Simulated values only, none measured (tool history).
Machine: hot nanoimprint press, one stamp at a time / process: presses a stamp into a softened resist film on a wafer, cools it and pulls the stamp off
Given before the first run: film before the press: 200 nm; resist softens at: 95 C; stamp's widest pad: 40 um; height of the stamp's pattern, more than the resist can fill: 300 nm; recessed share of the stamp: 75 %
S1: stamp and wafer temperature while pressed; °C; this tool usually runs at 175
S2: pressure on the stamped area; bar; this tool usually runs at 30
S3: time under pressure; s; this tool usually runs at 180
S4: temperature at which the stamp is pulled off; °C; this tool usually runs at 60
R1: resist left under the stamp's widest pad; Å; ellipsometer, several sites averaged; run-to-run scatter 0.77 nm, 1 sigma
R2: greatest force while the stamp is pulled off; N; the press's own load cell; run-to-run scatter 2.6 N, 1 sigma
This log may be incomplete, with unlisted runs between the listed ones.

{"run": 1, "hour": 0.0, "S1": 175, "S2": 30, "S3": 180, "S4": 60, "R1": 1216, "R2": 133}
{"run": 2, "hour": 71.7, "S1": 175, "S2": 30, "S3": 180, "S4": 60, "R1": 1200, "R2": 145}
{"run": 3, "hour": 140.3, "S1": 175, "S2": 30, "S3": 180, "S4": 60, "R1": 1191, "R2": 140}
{"run": 4, "hour": 214.5, "S1": 175, "S2": 30, "S3": 180, "S4": 60, "R1": 1206, "R2": 141}
{"hour": 237.7, "done": "stamp cleaned and given a new release coat"}
{"run": 5, "hour": 284.4, "S1": 175, "S2": 30, "S3": 180, "S4": 60, "R1": 1191, "R2": 119}
{"run": 6, "hour": 328.8, "S1": 175, "S2": 30, "S3": 180, "S4": 60, "R1": 1195, "R2": 121}
{"run": 7, "hour": 381.3, "S1": 175, "S2": 30, "S3": 180, "S4": 60, "R1": 1179, "R2": 128}
{"hour": 443.7, "done": "press's hydraulic seals changed and the load cell set to zero"}
{"run": 8, "hour": 449.2, "S1": 175, "S2": 30, "S3": 180, "S4": 60, "R1": 1156, "R2": 121}
{"run": 9, "hour": 492.4, "S1": 175, "S2": 30, "S3": 180, "S4": 60, "R1": 1149, "R2": 129}
{"run": 10, "hour": 563.6, "S1": 175, "S2": 30, "S3": 180, "S4": 60, "R1": 1157, "R2": 130}
{"run": 11, "hour": 609.7, "S1": 175, "S2": 30, "S3": 180, "S4": 60, "R1": 1156, "R2": 128}
{"run": 12, "hour": 643.4, "S1": 175, "S2": 30, "S3": 180, "S4": 60, "R1": 1151, "R2": 140}
{"hour": 680.1, "done": "plate thermocouple calibrated"}
{"run": 13, "hour": 691.4, "S1": 175, "S2": 30, "S3": 180, "S4": 49, "R1": 1114, "R2": 142}
{"run": 14, "hour": 757.0, "S1": 175, "S2": 30, "S3": 180, "S4": 49, "R1": 1115, "R2": 141}
{"run": 15, "hour": 827.9, "S1": 175, "S2": 30, "S3": 180, "S4": 49, "R1": 1114, "R2": 148}
{"run": 16, "hour": 891.8, "S1": 178, "S2": 26.1, "S3": 100, "S4": 59, "R1": 1272, "R2": 136}
{"run": 17, "hour": 939.9, "S1": 174, "S2": 30, "S3": 137, "S4": 60, "R1": 1235, "R2": 142}
{"hour": 962.3, "done": "stamp cleaned and given a new release coat"}
{"hour": 979.3, "done": "plate thermocouple calibrated, once more"}
{"run": 18, "hour": 989.4, "S1": 174, "S2": 30, "S3": 332, "S4": 58, "R1": 1030, "R2": 125}
{"run": 19, "hour": 1027.0, "S1": 174, "S2": 30, "S3": 332, "S4": 58, "R1": 1035, "R2": 121}
{"run": 20, "hour": 1082.2, "S1": 176, "S2": 33, "S3": 276, "S4": 58, "R1": 954, "R2": 127}
{"run": 21, "hour": 1154.1, "S1": 176, "S2": 33, "S3": 276, "S4": 58, "R1": 968, "R2": 127}
{"run": 22, "hour": 1212.6, "S1": 172, "S2": 42.6, "S3": 180, "S4": 60, "R1": 1143, "R2": 130}
{"run": 23, "hour": 1255.4, "S1": 172, "S2": 42.6, "S3": 180, "S4": 60, "R1": 1141, "R2": 133}
{"run": 24, "hour": 1321.3, "S1": 172, "S2": 42.6, "S3": 180, "S4": 60, "R1": 1140, "R2": 135}
{"run": 25, "hour": 1391.8, "S1": 175, "S2": 30.8, "S3": 332, "S4": 60, "R1": 960, "R2": 133}
{"run": 26, "hour": 1453.2, "S1": 175, "S2": 30.8, "S3": 332, "S4": 60, "R1": 968, "R2": 133}
{"run": 27, "hour": 1527.8, "S1": 175, "S2": 30.8, "S3": 332, "S4": 60, "R1": 954, "R2": 139}
{"run": 28, "hour": 1572.7, "S1": 175, "S2": 31.9, "S3": 207, "S4": 60, "R1": 1085, "R2": 143}
{"run": 29, "hour": 1610.1, "S1": 175, "S2": 31.9, "S3": 207, "S4": 60, "R1": 1095, "R2": 141}

Predict each of these 3 candidate next runs independently; none follows another, all start after run 29:
{"run": "A", "hour": 1665.5, "S1": 177, "S2": 33.2, "S3": 126, "S4": 60, "R1": "?", "R2": "?"}
{"run": "B", "hour": 1665.5, "S1": 175, "S2": 34, "S3": 180, "S4": 60, "R1": "?", "R2": "?"}
{"run": "C", "hour": 1665.5, "S1": 175, "S2": 30, "S3": 180, "S4": 51, "R1": "?", "R2": "?"}

run=A R1=1152 R2=138
run=B R1=1098 R2=146
run=C R1=1176 R2=148
With no hidden state in the tool, these same runs would have given:
run=A R1=1172 R2=117
run=B R1=1118 R2=123
run=C R1=1200 R2=125

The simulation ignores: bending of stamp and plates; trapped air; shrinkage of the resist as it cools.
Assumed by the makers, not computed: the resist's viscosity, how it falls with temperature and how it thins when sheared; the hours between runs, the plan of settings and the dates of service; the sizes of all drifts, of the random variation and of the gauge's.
